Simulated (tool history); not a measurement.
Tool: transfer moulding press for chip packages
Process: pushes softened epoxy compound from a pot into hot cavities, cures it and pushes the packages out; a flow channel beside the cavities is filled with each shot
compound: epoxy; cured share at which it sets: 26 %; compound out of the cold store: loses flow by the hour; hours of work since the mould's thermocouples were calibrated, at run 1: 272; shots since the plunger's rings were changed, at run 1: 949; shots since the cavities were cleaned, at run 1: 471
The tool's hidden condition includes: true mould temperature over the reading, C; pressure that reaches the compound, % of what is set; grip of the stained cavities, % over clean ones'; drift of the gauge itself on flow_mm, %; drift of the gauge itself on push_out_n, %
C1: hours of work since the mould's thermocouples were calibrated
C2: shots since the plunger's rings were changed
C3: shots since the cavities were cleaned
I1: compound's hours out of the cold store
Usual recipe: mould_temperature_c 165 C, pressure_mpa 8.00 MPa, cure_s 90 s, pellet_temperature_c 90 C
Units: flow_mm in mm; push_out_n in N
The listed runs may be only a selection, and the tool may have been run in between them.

{"run": 1, "day": 0.0, "mould_temperature_c": 165, "pressure_mpa": 8.0, "cure_s": 90, "pellet_temperature_c": 90, "C1": 272, "C2": 949, "C3": 471, "I1": 26.1, "flow_mm": 707, "push_out_n": 668}
{"day": 0.129, "done": "cavities cleaned with cleaning compound and waxed"}
{"run": 2, "day": 0.512, "mould_temperature_c": 165, "pressure_mpa": 8.0, "cure_s": 90, "pellet_temperature_c": 90, "C1": 280, "C2": 1119, "C3": 144, "I1": 24.2, "flow_mm": 710, "push_out_n": 528}
{"run": 3, "day": 0.933, "mould_temperature_c": 165, "pressure_mpa": 8.0, "cure_s": 90, "pellet_temperature_c": 90, "C1": 288, "C2": 1279, "C3": 304, "I1": 28.1, "flow_mm": 699, "push_out_n": 618}
{"run": 4, "day": 1.379, "mould_temperature_c": 165, "pressure_mpa": 8.0, "cure_s": 82, "pellet_temperature_c": 90, "C1": 297, "C2": 1449, "C3": 474, "I1": 11.9, "flow_mm": 745, "push_out_n": 740}
{"day": 1.479, "done": "cavities cleaned with cleaning compound and waxed"}
{"run": 5, "day": 1.867, "mould_temperature_c": 165, "pressure_mpa": 8.0, "cure_s": 82, "pellet_temperature_c": 90, "C1": 305, "C2": 1609, "C3": 146, "I1": 42.8, "flow_mm": 665, "push_out_n": 594}
{"run": 6, "day": 2.425, "mould_temperature_c": 165, "pressure_mpa": 8.0, "cure_s": 76, "pellet_temperature_c": 90, "C1": 315, "C2": 1820, "C3": 357, "I1": 22.6, "flow_mm": 710, "push_out_n": 789}
{"day": 2.871, "done": "cavities cleaned with cleaning compound and waxed"}
{"run": 7, "day": 3.083, "mould_temperature_c": 165, "pressure_mpa": 8.0, "cure_s": 76, "pellet_temperature_c": 90, "C1": 326, "C2": 2047, "C3": 82, "I1": 22.9, "flow_mm": 705, "push_out_n": 647}
{"run": 8, "day": 3.854, "mould_temperature_c": 165, "pressure_mpa": 8.64, "cure_s": 76, "pellet_temperature_c": 90, "C1": 340, "C2": 2338, "C3": 373, "I1": 35.3, "flow_mm": 708, "push_out_n": 787}
{"day": 4.196, "done": "cavities cleaned with cleaning compound and waxed"}
{"run": 9, "day": 4.333, "mould_temperature_c": 165, "pressure_mpa": 8.64, "cure_s": 76, "pellet_temperature_c": 90, "C1": 348, "C2": 2496, "C3": 51, "I1": 42.1, "flow_mm": 687, "push_out_n": 576}
{"run": 10, "day": 5.088, "mould_temperature_c": 165, "pressure_mpa": 8.64, "cure_s": 76, "pellet_temperature_c": 90, "C1": 362, "C2": 2781, "C3": 336, "I1": 19.7, "flow_mm": 737, "push_out_n": 797}
{"day": 5.533, "done": "cavities cleaned with cleaning compound and waxed"}
{"run": 11, "day": 5.904, "mould_temperature_c": 165, "pressure_mpa": 8.64, "cure_s": 76, "pellet_temperature_c": 90, "C1": 376, "C2": 3067, "C3": 140, "I1": 37.8, "flow_mm": 688, "push_out_n": 656}
{"run": 12, "day": 6.292, "mould_temperature_c": 165, "pressure_mpa": 8.64, "cure_s": 80, "pellet_temperature_c": 90, "C1": 383, "C2": 3214, "C3": 287, "I1": 33.0, "flow_mm": 703, "push_out_n": 669}
{"run": 13, "day": 6.654, "mould_temperature_c": 165, "pressure_mpa": 8.64, "cure_s": 80, "pellet_temperature_c": 90, "C1": 390, "C2": 3352, "C3": 425, "I1": 25.1, "flow_mm": 726, "push_out_n": 759}
{"day": 6.904, "done": "cavities cleaned with cleaning compound and waxed"}
{"run": 14, "day": 7.496, "mould_temperature_c": 165, "pressure_mpa": 8.64, "cure_s": 80, "pellet_temperature_c": 90, "C1": 405, "C2": 3646, "C3": 222, "I1": 9.9, "flow_mm": 759, "push_out_n": 662}
{"day": 8.238, "done": "cavities cleaned with cleaning compound and waxed"}
{"run": 15, "day": 8.338, "mould_temperature_c": 165, "pressure_mpa": 8.0, "cure_s": 90, "pellet_temperature_c": 90, "C1": 419, "C2": 3943, "C3": 38, "I1": 20.3, "flow_mm": 702, "push_out_n": 454}
{"run": 16, "day": 8.988, "mould_temperature_c": 166, "pressure_mpa": 8.66, "cure_s": 114, "pellet_temperature_c": 89, "C1": 431, "C2": 4188, "C3": 283, "I1": 33.3, "flow_mm": 693, "push_out_n": 499}
{"day": 9.596, "done": "cavities cleaned with cleaning compound and waxed"}
{"run": 17, "day": 9.596, "mould_temperature_c": 165, "pressure_mpa": 8.0, "cure_s": 90, "pellet_temperature_c": 99, "C1": 441, "C2": 4395, "C3": 0, "I1": 19.7, "flow_mm": 704, "push_out_n": 423}
{"run": 18, "day": 9.962, "mould_temperature_c": 165, "pressure_mpa": 8.0, "cure_s": 90, "pellet_temperature_c": 98, "C1": 448, "C2": 4535, "C3": 140, "I1": 44.2, "flow_mm": 645, "push_out_n": 505}
{"run": 19, "day": 10.546, "mould_temperature_c": 161, "pressure_mpa": 8.0, "cure_s": 92, "pellet_temperature_c": 98, "C1": 459, "C2": 4755, "C3": 360, "I1": 8.8, "flow_mm": 745, "push_out_n": 754}
{"day": 10.95, "done": "cavities cleaned with cleaning compound and waxed"}
{"run": 20, "day": 11.104, "mould_temperature_c": 160, "pressure_mpa": 6.6, "cure_s": 126, "pellet_temperature_c": 86, "C1": 468, "C2": 4943, "C3": 58, "I1": 9.3, "flow_mm": 678, "push_out_n": 432}
{"run": 21, "day": 11.788, "mould_temperature_c": 160, "pressure_mpa": 6.94, "cure_s": 109, "pellet_temperature_c": 86, "C1": 481, "C2": 5202, "C3": 317, "I1": 33.5, "flow_mm": 641, "push_out_n": 624}
{"run": 22, "day": 12.204, "mould_temperature_c": 165, "pressure_mpa": 7.1, "cure_s": 90, "pellet_temperature_c": 90, "C1": 489, "C2": 5361, "C3": 476, "I1": 25.9, "flow_mm": 642, "push_out_n": 668}
{"day": 12.329, "done": "cavities cleaned with cleaning compound and waxed"}
{"run": 23, "day": 12.921, "mould_temperature_c": 169, "pressure_mpa": 8.0, "cure_s": 92, "pellet_temperature_c": 90, "C1": 501, "C2": 5608, "C3": 224, "I1": 21.0, "flow_mm": 675, "push_out_n": 518}
{"run": 24, "day": 13.404, "mould_temperature_c": 169, "pressure_mpa": 8.0, "cure_s": 92, "pellet_temperature_c": 90, "C1": 510, "C2": 5791, "C3": 407, "I1": 25.0, "flow_mm": 668, "push_out_n": 565}
{"day": 13.708, "done": "cavities cleaned with cleaning compound and waxed"}
{"run": 25, "day": 13.842, "mould_temperature_c": 173, "pressure_mpa": 8.0, "cure_s": 107, "pellet_temperature_c": 90, "C1": 517, "C2": 5932, "C3": 50, "I1": 31.7, "flow_mm": 637, "push_out_n": 399}
{"run": 26, "day": 14.383, "mould_temperature_c": 173, "pressure_mpa": 6.54, "cure_s": 107, "pellet_temperature_c": 81, "C1": 527, "C2": 6138, "C3": 256, "I1": 23.3, "flow_mm": 593, "push_out_n": 511}
{"day": 15.083, "done": "cavities cleaned with cleaning compound and waxed"}
{"run": 27, "day": 15.192, "mould_temperature_c": 167, "pressure_mpa": 6.54, "cure_s": 72, "pellet_temperature_c": 90, "C1": 541, "C2": 6421, "C3": 42, "I1": 18.2, "flow_mm": 620, "push_out_n": 543}
{"run": 28, "day": 15.829, "mould_temperature_c": 167, "pressure_mpa": 6.54, "cure_s": 105, "pellet_temperature_c": 86, "C1": 553, "C2": 6663, "C3": 284, "I1": 18.6, "flow_mm": 617, "push_out_n": 527}
{"day": 16.321, "done": "plunger's sealing rings changed"}
{"day": 16.562, "done": "cavities cleaned with cleaning compound and waxed"}
{"run": 29, "day": 16.562, "mould_temperature_c": 171, "pressure_mpa": 9.04, "cure_s": 85, "pellet_temperature_c": 98, "C1": 563, "C2": 68, "C3": 0, "I1": 8.9, "flow_mm": 773, "push_out_n": 355}

Below are 3 alternative next runs, each starting from the tool's condition after run 29. Predict each:
{"run": "A", "day": 17.15, "mould_temperature_c": 171, "pressure_mpa": 6.32, "cure_s": 87, "pellet_temperature_c": 98, "C1": 574, "C2": 291, "C3": 223, "I1": 18.7, "flow_mm": "?", "push_out_n": "?"}
{"run": "B", "day": 17.15, "mould_temperature_c": 169, "pressure_mpa": 9.04, "cure_s": 105, "pellet_temperature_c": 97, "C1": 574, "C2": 291, "C3": 223, "I1": 20.0, "flow_mm": "?", "push_out_n": "?"}
{"run": "C", "day": 17.15, "mould_temperature_c": 163, "pressure_mpa": 6.5, "cure_s": 90, "pellet_temperature_c": 81, "C1": 574, "C2": 291, "C3": 223, "I1": 17.3, "flow_mm": "?", "push_out_n": "?"}

run=A flow_mm=629 push_out_n=496
run=B flow_mm=744 push_out_n=484
run=C flow_mm=668 push_out_n=635
With no hidden state in the tool, these same runs would have given:
run=A flow_mm=632 push_out_n=372
run=B flow_mm=748 push_out_n=360
run=C flow_mm=672 push_out_n=489
